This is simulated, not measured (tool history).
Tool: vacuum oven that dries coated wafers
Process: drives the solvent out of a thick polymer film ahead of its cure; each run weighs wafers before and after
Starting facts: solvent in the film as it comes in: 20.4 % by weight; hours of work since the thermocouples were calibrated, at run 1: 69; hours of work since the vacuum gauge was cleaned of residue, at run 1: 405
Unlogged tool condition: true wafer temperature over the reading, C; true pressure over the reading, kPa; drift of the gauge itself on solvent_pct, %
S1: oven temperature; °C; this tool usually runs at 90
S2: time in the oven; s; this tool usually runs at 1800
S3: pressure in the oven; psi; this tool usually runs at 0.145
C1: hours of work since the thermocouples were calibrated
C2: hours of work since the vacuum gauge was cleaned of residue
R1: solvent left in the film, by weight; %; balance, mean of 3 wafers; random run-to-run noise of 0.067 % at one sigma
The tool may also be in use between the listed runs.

run     day   S1    S2     S3   C1   C2     R1
  1       0   90  1800  0.145   69  405    4.7
  2   0.675   90  1800  0.145   78  415   4.71
  3   1.546   90  1800  0.145   91  427   4.68
  4    1.95   79  1800  0.145   97  433   8.79
  5   2.458   79  1800  0.145  104  440   8.89
  6   3.146   79  1800  0.145  114  450   8.84
  7   3.779   79  1800  0.145  123  459    8.9
  8   4.371   90   900  0.145  131  468   8.41
  9   5.208   90   900  0.145  143  480   8.45
 10   5.683   90  1800  0.145  150  487   4.71
 11   6.283   90  1800  0.145  159  495   4.63
 12   6.867  101  1800  0.187  167  504   2.14
          7  -- oven's thermocouples calibrated
 13   7.754   95  1800  0.152   11  515   3.34
      8.492  -- oven's thermocouples calibrated, once more
 14   8.721   84  1680  0.496    3  528   10.2
 15   9.562   79  1260  0.151   15  540  10.74
 16  10.346   90  2220  0.145   27  551   3.81
 17  11.112   90  2220  0.145   38  562   3.68
 18  11.779   90  2220  0.145   47  572   3.74
 19  12.233   90  1020    0.1   54  578   7.46
 20  12.883   81  1440  0.145   63  587   9.16
 21  13.512   95  1800  0.132   72  596   3.11

Each row is a separate what-if for the run after 21, all from the same tool condition, not one after another. Results?
  A  13.871  97  1200  0.174  77  602   ?
  B  13.871  76  1800    0.4  77  602   ?
  C  13.871  94  2520  0.142  77  602   ?
  D  13.871  99  1800  0.112  77  602   ?

run     R1
  A   4.48
  B  12.67
  C   2.25
  D   2.16
Without the tool's hidden state the same runs would have given:
run     R1
  A   4.29
  B  12.33
  C   1.98
  D   1.94

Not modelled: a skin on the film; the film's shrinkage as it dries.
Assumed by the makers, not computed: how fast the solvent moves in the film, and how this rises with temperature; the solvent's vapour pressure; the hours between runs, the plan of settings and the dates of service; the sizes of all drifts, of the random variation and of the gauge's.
